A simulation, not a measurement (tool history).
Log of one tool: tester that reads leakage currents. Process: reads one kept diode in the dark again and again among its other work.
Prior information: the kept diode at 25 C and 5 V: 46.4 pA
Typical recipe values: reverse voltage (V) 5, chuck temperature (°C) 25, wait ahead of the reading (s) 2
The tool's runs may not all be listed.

run,day,reverse voltage (V),chuck temperature (°C),wait ahead of the reading (s),current that the tester gives (pA)
1,0,5,25,2,48.13
2,3.488,5,25,2,48.21
3,6.408,5,25,0.36,49.29
4,12.221,5,25,0.36,48.74
5,17.771,5,25,0.36,48.72
6,20.892,5,22,2,36.81
7,26.288,5,22,2,36.63
8,29.512,3.88,25,2,39.24
9,33.462,1.31,25,2,20.14
# day 34.962: probe card cleaned and baked
10,37.55,17.45,25,2,86.02
11,43.079,17.45,25,2,84.73
# day 44.65: chuck's temperature calibrated
12,47.571,17.45,25,2,95.65
13,53.538,17.45,25,2,95.62
14,58.496,17.45,25,2,94.93
15,64.121,17.45,25,2,94.34
16,69.283,5,25,2,44.42
17,73.758,5,25,2,44.09
18,80.2,3.71,25,2,36.8
19,85.704,10.26,25,0.37,70.08
20,88.746,10.26,25,0.37,69.81
21,93.167,10.26,25,0.37,68.92
22,98.721,10.26,25,0.37,68.55
23,102.488,3.92,24,2,33.46
24,105.154,14.04,30,0.75,121.13
25,107.938,5.22,30,0.75,66.52
26,112.7,3.32,32,0.95,59.44
27,118,3.32,32,0.95,58.73
28,123.496,18.16,32,0.31,166.31
# day 125.717: chuck's temperature calibrated
29,129.629,1.34,21,0.75,15.55
30,132.392,2.82,43,0.91,149.06
31,136.588,5,22,4.64,36.63
32,140.992,4.13,30,0.54,64.83
33,146.462,2.74,25,5.51,32.56
34,149.088,5,26,2,50.66
35,154.558,5,25,7.2,45.74

Pick out some run-to-run changes in current that the tester gives (pA). Of each, how much would a tool without hidden state show as well, from the settings, what came in and chance, and how much is left for the hidden state and any gauge scatter not in both results compared?
Unlogged tool condition in this case: stray current of the dirty probe card, pA a volt; current scale over the true one, %; true chuck temperature over the reading, C; drift of the gauge itself on leakage_pa, %.
Run 11 -> 12: chuck's temperature calibrated. current that the tester gives (pA) +10.92: hidden state +11.03, all else -0.11.
Run 27 -> 28: reverse voltage (V) 3.32 -> 18.16, wait ahead of the reading (s) 0.95 -> 0.31. current that the tester gives (pA) +107.58: hidden state -13.87, all else +121.45.
Run 28 -> 29: reverse voltage (V) 18.16 -> 1.34, chuck temperature (°C) 32 -> 21, wait ahead of the reading (s) 0.31 -> 0.75, chuck's temperature calibrated. current that the tester gives (pA) -150.76: hidden state +22.88, all else -173.64.
Run 29 -> 30: reverse voltage (V) 1.34 -> 2.82, chuck temperature (°C) 21 -> 43, wait ahead of the reading (s) 0.75 -> 0.91. current that the tester gives (pA) +133.51: hidden state -1.57, all else +135.08.
Run 30 -> 31: reverse voltage (V) 2.82 -> 5, chuck temperature (°C) 43 -> 22, wait ahead of the reading (s) 0.91 -> 4.64. current that the tester gives (pA) -112.43: hidden state +2.08, all else -114.51.

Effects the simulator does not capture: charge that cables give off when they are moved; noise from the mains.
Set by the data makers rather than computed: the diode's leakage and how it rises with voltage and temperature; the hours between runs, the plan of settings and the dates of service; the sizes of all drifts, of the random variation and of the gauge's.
